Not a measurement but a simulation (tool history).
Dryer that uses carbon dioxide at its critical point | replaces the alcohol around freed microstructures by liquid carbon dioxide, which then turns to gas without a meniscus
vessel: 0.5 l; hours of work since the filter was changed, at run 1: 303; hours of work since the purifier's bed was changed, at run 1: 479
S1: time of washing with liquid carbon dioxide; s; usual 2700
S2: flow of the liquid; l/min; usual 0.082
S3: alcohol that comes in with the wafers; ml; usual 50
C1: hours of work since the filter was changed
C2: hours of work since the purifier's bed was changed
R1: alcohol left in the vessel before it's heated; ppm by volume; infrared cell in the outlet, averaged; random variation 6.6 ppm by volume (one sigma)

run,hour,S1,S2,S3,C1,C2,R1
1,0,2700,0.082,50,303,479,569
2,12.3,2700,0.082,50,311,487,588
3,30.5,2700,0.082,50,323,499,579
4,52.4,2700,0.082,50,338,513,591
5,75.1,2700,0.082,50,353,528,609
6,90.7,2700,0.082,50,363,539,610
7,113.5,2700,0.082,50,378,554,624
8,125.7,2700,0.082,50,386,562,668
9,146.5,2700,0.082,50,400,575,642
10,159.7,2700,0.082,50,408,584,668
11,176.8,2700,0.082,50,420,595,672
12,199.9,2700,0.082,50,435,611,685
13,225.7,2700,0.082,50,452,628,708
14,241.8,1860,0.082,50,462,638,3085
15,267.2,1860,0.082,50,479,655,3110
# hour 277.3: inlet filter changed
16,286.1,1860,0.082,50,6,667,1908
17,300.3,1860,0.082,50,15,676,1945
18,316.6,1860,0.082,50,26,687,1960
19,335.7,1860,0.082,50,38,699,2006
20,352.3,1860,0.082,50,49,710,1994
21,364.3,1860,0.082,50,57,718,2066
22,381.6,2700,0.082,50,69,730,479
23,395.7,4140,0.082,50,78,739,183
24,410.8,2700,0.082,24,88,749,318
25,430.5,3120,0.0616,65,101,762,1030
26,444.3,2220,0.0657,65,110,771,3230
27,462.4,2280,0.0598,113,122,783,6893
28,473.8,2280,0.0598,113,129,790,6737
29,495.9,1800,0.1259,51,144,805,548
30,507,2700,0.0922,50,151,812,354
31,521.1,2700,0.1018,24,161,822,231
# hour 540.3: purifier's bed changed
32,544.9,2820,0.1334,72,174,3,20
33,563.5,3420,0.0938,31,187,15,31
34,589.3,3060,0.1016,67,204,32,78
35,603,2700,0.082,27,213,41,226
36,619.4,2700,0.082,27,223,52,235
37,634.8,2400,0.0693,108,234,62,3494
38,648.8,4020,0.1171,79,243,72,18
39,665.3,2340,0.0724,50,254,82,1546
40,682.9,2160,0.0724,64,265,94,2794
41,703.4,1620,0.1215,65,279,107,1165
42,721.5,1860,0.082,50,291,119,2444
43,741.5,2640,0.0699,71,304,133,1630
44,758.5,2520,0.0491,28,315,144,2660
45,775.3,2700,0.0883,58,326,155,433
46,792.3,2700,0.0883,58,337,166,426
47,805.3,1740,0.0574,52,346,175,9241
48,829.2,1740,0.0574,52,362,190,9548

The same runs without the tool's hidden state, with the same run-to-run variation:
The hidden state here: flow that reaches the vessel past the clogged filter, %; alcohol in the recycled carbon dioxide, ppm; drift of the gauge itself on alcohol_ppm, %.
run,R1
1,293
2,298
3,288
4,288
5,288
6,284
7,275
8,300
9,278
10,292
11,283
12,279
13,286
14,1782
15,1761
16,1733
17,1746
18,1737
19,1751
20,1722
21,1770
22,284
23,20
24,136
25,739
26,2685
27,5871
28,5694
29,292
30,132
31,42
32,12
33,18
34,47
35,149
36,151
37,2570
38,0
39,1097
40,2009
41,756
42,1724
43,1041
44,1940
45,225
46,217
47,7055
48,7204
